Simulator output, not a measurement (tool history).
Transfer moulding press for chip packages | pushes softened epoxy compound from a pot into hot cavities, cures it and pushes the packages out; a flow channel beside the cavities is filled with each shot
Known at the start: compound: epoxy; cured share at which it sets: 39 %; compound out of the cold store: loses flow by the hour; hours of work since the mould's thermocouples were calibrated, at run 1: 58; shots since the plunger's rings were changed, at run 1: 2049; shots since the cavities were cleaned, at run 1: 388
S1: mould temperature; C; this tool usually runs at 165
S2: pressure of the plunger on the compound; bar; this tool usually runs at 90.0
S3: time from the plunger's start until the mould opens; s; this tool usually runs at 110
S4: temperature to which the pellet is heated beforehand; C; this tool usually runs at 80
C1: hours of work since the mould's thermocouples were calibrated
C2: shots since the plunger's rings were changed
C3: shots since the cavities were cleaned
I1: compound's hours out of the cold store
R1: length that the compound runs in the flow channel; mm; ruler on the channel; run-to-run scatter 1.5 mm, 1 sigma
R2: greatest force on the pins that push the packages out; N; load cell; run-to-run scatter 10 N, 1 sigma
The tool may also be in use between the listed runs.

| run | day | S1 | S2 | S3 | S4 | C1 | C2 | C3 | I1 | R1 | R2 |
|---|---|---|---|---|---|---|---|---|---|---|---|
| 1 | 0.000 | 165 | 90.0 | 110 | 80 | 58 | 2049 | 388 | 16.7 | 886 | 650 |
|  | 1.300 | cavities cleaned with cleaning compound and waxed |
| 2 | 2.462 | 165 | 90.0 | 110 | 80 | 91 | 2626 | 279 | 15.3 | 887 | 767 |
|  | 4.354 | cavities cleaned with cleaning compound and waxed |
| 3 | 5.750 | 165 | 90.0 | 110 | 80 | 134 | 3402 | 336 | 8.9 | 913 | 644 |
|  | 7.183 | cavities cleaned with cleaning compound and waxed |
| 4 | 9.442 | 165 | 90.0 | 110 | 80 | 183 | 4275 | 544 | 22.8 | 847 | 664 |
|  | 10.033 | cavities cleaned with cleaning compound and waxed |
| 5 | 11.904 | 171 | 90.0 | 110 | 80 | 215 | 4852 | 450 | 10.9 | 872 | 605 |
|  | 12.308 | plunger's sealing rings changed |
|  | 12.996 | cavities cleaned with cleaning compound and waxed |
| 6 | 14.317 | 171 | 90.0 | 110 | 80 | 246 | 468 | 318 | 29.4 | 822 | 584 |
|  | 15.925 | cavities cleaned with cleaning compound and waxed |
| 7 | 17.188 | 165 | 90.0 | 110 | 80 | 283 | 1144 | 304 | 15.7 | 894 | 630 |
|  | 18.938 | cavities cleaned with cleaning compound and waxed |
| 8 | 19.283 | 165 | 90.0 | 110 | 80 | 311 | 1633 | 83 | 12.7 | 906 | 519 |
|  | 20.712 | mould's thermocouples calibrated |
|  | 22.150 | cavities cleaned with cleaning compound and waxed |
| 9 | 23.525 | 165 | 90.0 | 110 | 80 | 37 | 2618 | 330 | 30.7 | 823 | 647 |
|  | 25.021 | cavities cleaned with cleaning compound and waxed, once more |
| 10 | 25.279 | 161 | 90.0 | 110 | 80 | 60 | 3025 | 62 | 40.3 | 797 | 617 |
|  | 27.962 | cavities cleaned with cleaning compound and waxed |
| 11 | 28.921 | 161 | 90.0 | 110 | 80 | 108 | 3886 | 230 | 39.2 | 795 | 690 |
|  | 31.029 | cavities cleaned with cleaning compound and waxed |
| 12 | 32.783 | 161 | 90.0 | 110 | 80 | 159 | 4801 | 423 | 35.3 | 805 | 744 |
|  | 33.488 | plunger's sealing rings changed |
|  | 34.004 | cavities cleaned with cleaning compound and waxed |
| 13 | 36.371 | 161 | 90.0 | 110 | 80 | 205 | 678 | 569 | 26.5 | 866 | 791 |
|  | 36.983 | cavities cleaned with cleaning compound and waxed |
|  | 39.888 | cavities cleaned with cleaning compound and waxed |
| 14 | 40.221 | 170 | 78.6 | 118 | 80 | 255 | 1574 | 80 | 34.4 | 748 | 497 |
|  | 42.754 | cavities cleaned with cleaning compound and waxed |
| 15 | 44.062 | 165 | 90.0 | 93 | 82 | 306 | 2484 | 316 | 34.3 | 809 | 725 |
|  | 45.879 | mould's thermocouples calibrated |
|  | 45.942 | cavities cleaned with cleaning compound and waxed |
| 16 | 47.379 | 165 | 90.0 | 93 | 82 | 19 | 3246 | 346 | 22.6 | 855 | 796 |
|  | 48.929 | cavities cleaned with cleaning compound and waxed |
| 17 | 50.438 | 165 | 90.0 | 93 | 82 | 60 | 3967 | 363 | 32.9 | 805 | 807 |

Forecast run 18:
|  | 51.833 | cavities cleaned with cleaning compound and waxed |
| 18 | 53.433 | 157 | 90.0 | 110 | 80 | 99 | 4673 | 385 | 21.7 | ? | ? |

Run 18 measured R1 878 mm, R2 1059 N.
With the hidden condition absent and the run-to-run variation left alone, this run would have shown R1 908 mm, R2 823 N.
